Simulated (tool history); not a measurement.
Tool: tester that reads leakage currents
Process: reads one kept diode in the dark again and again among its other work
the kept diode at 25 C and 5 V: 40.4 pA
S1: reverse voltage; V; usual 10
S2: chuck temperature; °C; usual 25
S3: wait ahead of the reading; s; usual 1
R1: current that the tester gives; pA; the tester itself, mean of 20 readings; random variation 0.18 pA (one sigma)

Run 1, hour 0: usual settings. Result: R1 55.77 pA.
Run 2, hour 33.1: usual settings. Result: R1 55.73 pA.
Run 3, hour 62.9: usual settings but S1 2.4 V. Result: R1 27.75 pA.
Run 4, hour 92.3: usual settings but S1 2.4 V. Result: R1 27.56 pA.
Run 5, hour 114.7: usual settings but S1 8.6 V. Result: R1 51.6 pA.
Run 6, hour 130.5: usual settings but S1 8.6 V. Result: R1 51.51 pA.
Run 7, hour 154.3: usual settings. Result: R1 55.36 pA.
Run 8, hour 187.1: usual settings but S1 4.7 V. Result: R1 38.13 pA.
Run 9, hour 205.9: usual settings but S1 4.7 V. Result: R1 38.21 pA.
Run 10, hour 231.1: usual settings but S1 4.7 V. Result: R1 37.97 pA.
Run 11, hour 249.4: usual settings. Result: R1 55.34 pA.
Run 12, hour 277: usual settings. Result: R1 55.54 pA.
Run 13, hour 293.1: usual settings. Result: R1 56.01 pA.
Run 14, hour 313.9: usual settings but S3 0.63 s. Result: R1 57.09 pA.
Run 15, hour 328.4: usual settings but S3 0.63 s. Result: R1 57.48 pA.
Run 16, hour 359.7: usual settings but S3 0.69 s. Result: R1 57.12 pA.
Run 17, hour 383.8: usual settings but S3 0.69 s. Result: R1 57 pA.
Run 18, hour 411.1: usual settings but S3 0.69 s. Result: R1 57.18 pA.
Run 19, hour 428.4: usual settings but S1 7.2 V, S3 0.38 s. Result: R1 50.71 pA.
Run 20, hour 450.1: usual settings but S1 7.2 V, S3 0.38 s. Result: R1 51.21 pA.
Run 21, hour 480.8: usual settings but S1 6.5 V, S2 33 °C, S3 0.38 s. Result: R1 87.32 pA.
Run 22, hour 507.5: usual settings but S1 4.4 V. Result: R1 37.01 pA.
Run 23, hour 530.7: usual settings but S1 4.4 V. Result: R1 36.91 pA.
At hour 534.1: tester calibrated.
Run 24, hour 563.5: usual settings but S1 4.4 V, S3 1.98 s. Result: R1 36.06 pA.
Run 25, hour 595.8: usual settings but S1 4.9 V, S3 1.98 s. Result: R1 37.91 pA.
Run 26, hour 620.8: usual settings but S1 4.9 V, S3 1.98 s. Result: R1 38.25 pA.
Run 27, hour 654: usual settings but S1 4.9 V, S3 1.98 s. Result: R1 37.96 pA.
Run 28, hour 678.2: usual settings but S1 4.9 V, S2 50 °C, S3 0.73 s. Result: R1 265.44 pA.
Run 29, hour 711.2: usual settings but S2 22 °C. Result: R1 44.18 pA.
At hour 733.2: tester calibrated, once more.
Run 30, hour 745.8: usual settings but S1 11.6 V, S3 6.24 s. Result: R1 57.58 pA.
Run 31, hour 774.1: usual settings but S1 3.6 V, S2 52 °C, S3 2.84 s. Result: R1 265.99 pA.
Run 32, hour 800.1: usual settings but S1 3.6 V, S2 52 °C, S3 2.84 s. Result: R1 267.46 pA.
Run 33, hour 828.6: usual settings but S1 5.1 V, S2 39 °C, S3 0.53 s. Result: R1 121.05 pA.
Run 34, hour 850.6: usual settings but S1 5.1 V, S2 39 °C, S3 0.53 s. Result: R1 121.25 pA.

The same runs without the tool's hidden state, with the same run-to-run variation:
The hidden state here: stray current of the dirty probe card, pA a volt; current scale over the true one, %; true chuck temperature over the reading, C; drift of the gauge itself on leakage_pa, %.
run      R1
  1   59.19
  2   59.15
  3   29.76
  4   29.58
  5   54.84
  6   54.75
  7   58.73
  8   40.78
  9   40.86
 10   40.63
 11   58.69
 12    58.9
 13    59.4
 14   60.44
 15   60.85
 16   60.48
 17   60.35
 18   60.54
 19   53.82
 20   54.35
 21   93.86
 22   39.73
 23   39.64
 24   38.86
 25    40.8
 26   41.17
 27   40.88
 28  289.02
 29    46.4
 30   60.49
 31  287.96
 32   289.8
 33  131.02
 34  131.31
